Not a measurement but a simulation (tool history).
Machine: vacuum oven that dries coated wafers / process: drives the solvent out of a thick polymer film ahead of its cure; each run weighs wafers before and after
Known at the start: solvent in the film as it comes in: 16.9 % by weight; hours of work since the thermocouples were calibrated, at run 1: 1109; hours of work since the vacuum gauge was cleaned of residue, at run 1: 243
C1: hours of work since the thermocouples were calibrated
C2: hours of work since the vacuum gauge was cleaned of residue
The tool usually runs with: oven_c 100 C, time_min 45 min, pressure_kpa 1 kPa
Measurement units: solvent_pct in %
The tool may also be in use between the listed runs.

Run 1, hour 0: usual settings; C1 1109; C2 243. Result: solvent_pct 1.47 %.
Run 2, hour 27.2: usual settings; C1 1128; C2 262. Result: solvent_pct 1.48 %.
Run 3, hour 59.7: usual settings but time_min 41 min; C1 1150; C2 285. Result: solvent_pct 1.71 %.
Run 4, hour 91: usual settings but time_min 41 min; C1 1172; C2 306. Result: solvent_pct 1.68 %.
Run 5, hour 116.1: usual settings; C1 1189; C2 323. Result: solvent_pct 1.55 %.
Run 6, hour 131.1: usual settings but pressure_kpa 1.51 kPa; C1 1199; C2 334. Result: solvent_pct 1.78 %.
At hour 139.9: oven's thermocouples calibrated.
Run 7, hour 164.1: usual settings but oven_c 106 C; C1 17; C2 355. Result: solvent_pct 0.94 %.
Run 8, hour 179.4: usual settings but oven_c 91 C; C1 27; C2 366. Result: solvent_pct 4.06 %.
Run 9, hour 197.4: usual settings but time_min 53 min; C1 40; C2 378. Result: solvent_pct 1.31 %.
Run 10, hour 219.2: usual settings but time_min 75 min; C1 55; C2 393. Result: solvent_pct 0.84 %.
Run 11, hour 247.5: usual settings but time_min 75 min; C1 74; C2 413. Result: solvent_pct 0.94 %.
Run 12, hour 261.3: usual settings but pressure_kpa 0.68 kPa; C1 84; C2 422. Result: solvent_pct 1.57 %.
Run 13, hour 274.8: usual settings; C1 93; C2 432. Result: solvent_pct 1.66 %.
Run 14, hour 291.5: usual settings; C1 105; C2 443. Result: solvent_pct 1.71 %.
Run 15, hour 318.7: usual settings; C1 123; C2 462. Result: solvent_pct 1.78 %.
Run 16, hour 334.2: usual settings; C1 134; C2 473. Result: solvent_pct 1.73 %.
Run 17, hour 363: usual settings but oven_c 90 C; C1 154; C2 492. Result: solvent_pct 4.25 %.
Run 18, hour 384.4: usual settings but oven_c 90 C; C1 169; C2 507. Result: solvent_pct 4.26 %.
Run 19, hour 417.9: usual settings but time_min 59 min; C1 192; C2 530. Result: solvent_pct 1.13 %.
Run 20, hour 450.1: usual settings; C1 214; C2 553. Result: solvent_pct 1.74 %.
Run 21, hour 473.7: usual settings; C1 230; C2 569. Result: solvent_pct 1.7 %.
Run 22, hour 498.2: usual settings but time_min 30 min; C1 247; C2 586. Result: solvent_pct 3.13 %.
Run 23, hour 517: usual settings but time_min 30 min; C1 260; C2 599. Result: solvent_pct 3.06 %.
Run 24, hour 546.4: usual settings but time_min 67 min, pressure_kpa 0.6 kPa; C1 280; C2 619. Result: solvent_pct 0.8 %.
Run 25, hour 564.7: usual settings but oven_c 111 C, pressure_kpa 0.84 kPa; C1 293; C2 632. Result: solvent_pct 0.48 %.
Run 26, hour 590.8: usual settings but oven_c 90 C, pressure_kpa 1.51 kPa; C1 311; C2 650. Result: solvent_pct 4.65 %.
Run 27, hour 605.6: usual settings but oven_c 92 C, time_min 65 min; C1 321; C2 660. Result: solvent_pct 2.28 %.
Run 28, hour 631.3: usual settings but time_min 65 min, pressure_kpa 3.06 kPa; C1 339; C2 677. Result: solvent_pct 2.12 %.
Run 29, hour 653.3: usual settings but oven_c 112 C, time_min 54 min, pressure_kpa 0.57 kPa; C1 354; C2 693. Result: solvent_pct 0.36 %.
Run 30, hour 669.1: usual settings but oven_c 97 C, time_min 22 min, pressure_kpa 1.54 kPa; C1 365; C2 704. Result: solvent_pct 5.73 %.
Run 31, hour 697.6: usual settings but oven_c 97 C, time_min 22 min, pressure_kpa 1.54 kPa; C1 385; C2 723. Result: solvent_pct 5.72 %.
Run 32, hour 722.8: usual settings but oven_c 99 C, time_min 51 min, pressure_kpa 2.31 kPa; C1 402; C2 741. Result: solvent_pct 2.28 %.
Run 33, hour 740.2: usual settings but oven_c 99 C, time_min 51 min, pressure_kpa 2.31 kPa; C1 414; C2 753. Result: solvent_pct 2.35 %.
Run 34, hour 754: usual settings but oven_c 99 C, time_min 51 min, pressure_kpa 2.31 kPa; C1 424; C2 762. Result: solvent_pct 2.33 %.
Run 35, hour 777.9: usual settings but oven_c 109 C, time_min 33 min, pressure_kpa 2.43 kPa; C1 440; C2 779. Result: solvent_pct 1.69 %.
Run 36, hour 803.8: usual settings but oven_c 109 C, time_min 29 min, pressure_kpa 2.43 kPa; C1 458; C2 796. Result: solvent_pct 1.86 %.
Run 37, hour 823.4: usual settings but oven_c 103 C, time_min 69 min, pressure_kpa 2.91 kPa; C1 472; C2 810. Result: solvent_pct 1.71 %.
Run 38, hour 846.6: usual settings but oven_c 97 C, time_min 25 min, pressure_kpa 1.54 kPa; C1 488; C2 826. Result: solvent_pct 5.04 %.
Run 39, hour 868: usual settings but oven_c 112 C, time_min 46 min, pressure_kpa 1.54 kPa; C1 502; C2 841. Result: solvent_pct 0.72 %.
Run 40, hour 885.4: usual settings but oven_c 110 C, time_min 61 min, pressure_kpa 2.36 kPa; C1 514; C2 853. Result: solvent_pct 1.04 %.

Run 41 comes next. What will it give?
Run 41, hour 913.2: usual settings but oven_c 110 C, time_min 61 min, pressure_kpa 2.36 kPa; C1 534; C2 872. Result: solvent_pct ?.

Run 41 gave solvent_pct 1.04 %.
With no hidden state in the tool, this same run would have given solvent_pct 0.92 %.

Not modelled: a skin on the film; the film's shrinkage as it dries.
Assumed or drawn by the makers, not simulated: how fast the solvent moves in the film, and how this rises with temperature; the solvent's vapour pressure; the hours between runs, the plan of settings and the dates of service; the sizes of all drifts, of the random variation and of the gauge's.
